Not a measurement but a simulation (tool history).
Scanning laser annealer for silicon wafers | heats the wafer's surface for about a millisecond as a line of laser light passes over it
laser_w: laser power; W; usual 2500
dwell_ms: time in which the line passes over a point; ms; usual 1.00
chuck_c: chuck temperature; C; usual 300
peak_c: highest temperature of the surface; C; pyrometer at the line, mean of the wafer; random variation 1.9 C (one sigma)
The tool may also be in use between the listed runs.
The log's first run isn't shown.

run 2 hour=11.1 | laser_w=2500 dwell_ms=1.00 chuck_c=300 | peak_c=1117
run 3 hour=22.1 | laser_w=2500 dwell_ms=1.00 chuck_c=338 | peak_c=1155
run 4 hour=27.8 | laser_w=2500 dwell_ms=1.00 chuck_c=338 | peak_c=1156
run 5 hour=39.7 | laser_w=2500 dwell_ms=0.78 chuck_c=300 | peak_c=1029
run 6 hour=45.2 | laser_w=2263 dwell_ms=1.00 chuck_c=300 | peak_c=1032
run 7 hour=55.1 | laser_w=2263 dwell_ms=1.00 chuck_c=300 | peak_c=1032
run 8 hour=63.8 | laser_w=2263 dwell_ms=1.00 chuck_c=300 | peak_c=1028
run 9 hour=72.9 | laser_w=2263 dwell_ms=1.00 chuck_c=300 | peak_c=1030
run 10 hour=78.5 | laser_w=2263 dwell_ms=1.00 chuck_c=300 | peak_c=1032
run 11 hour=86.0 | laser_w=2263 dwell_ms=1.00 chuck_c=300 | peak_c=1027
run 12 hour=94.2 | laser_w=2263 dwell_ms=1.00 chuck_c=300 | peak_c=1028
run 13 hour=103.1 | laser_w=2263 dwell_ms=1.00 chuck_c=300 | peak_c=1034
run 14 hour=110.2 | laser_w=2263 dwell_ms=1.00 chuck_c=300 | peak_c=1030
run 15 hour=118.9 | laser_w=2263 dwell_ms=1.00 chuck_c=300 | peak_c=1025
run 16 hour=124.6 | laser_w=2500 dwell_ms=1.00 chuck_c=300 | peak_c=1111
run 17 hour=132.5 | laser_w=2500 dwell_ms=0.98 chuck_c=300 | peak_c=1101
run 18 hour=137.8 | laser_w=2500 dwell_ms=0.98 chuck_c=300 | peak_c=1099
run 19 hour=147.6 | laser_w=2500 dwell_ms=0.98 chuck_c=300 | peak_c=1099
run 20 hour=154.0 | laser_w=2284 dwell_ms=1.00 chuck_c=300 | peak_c=1034
run 21 hour=161.1 | laser_w=2500 dwell_ms=1.00 chuck_c=300 | peak_c=1106
run 22 hour=167.0 | laser_w=2639 dwell_ms=1.00 chuck_c=307 | peak_c=1166
run 23 hour=175.3 | laser_w=2500 dwell_ms=1.23 chuck_c=320 | peak_c=1204
run 24 hour=184.0 | laser_w=2500 dwell_ms=1.23 chuck_c=320 | peak_c=1205

The next listed run, before its measurement:
run 25 hour=193.8 | laser_w=2500 dwell_ms=1.23 chuck_c=320 | peak_c=?

Run 25 gave peak_c 1205 C.
Without the tool's hidden state the same run would have given peak_c 1247 C.

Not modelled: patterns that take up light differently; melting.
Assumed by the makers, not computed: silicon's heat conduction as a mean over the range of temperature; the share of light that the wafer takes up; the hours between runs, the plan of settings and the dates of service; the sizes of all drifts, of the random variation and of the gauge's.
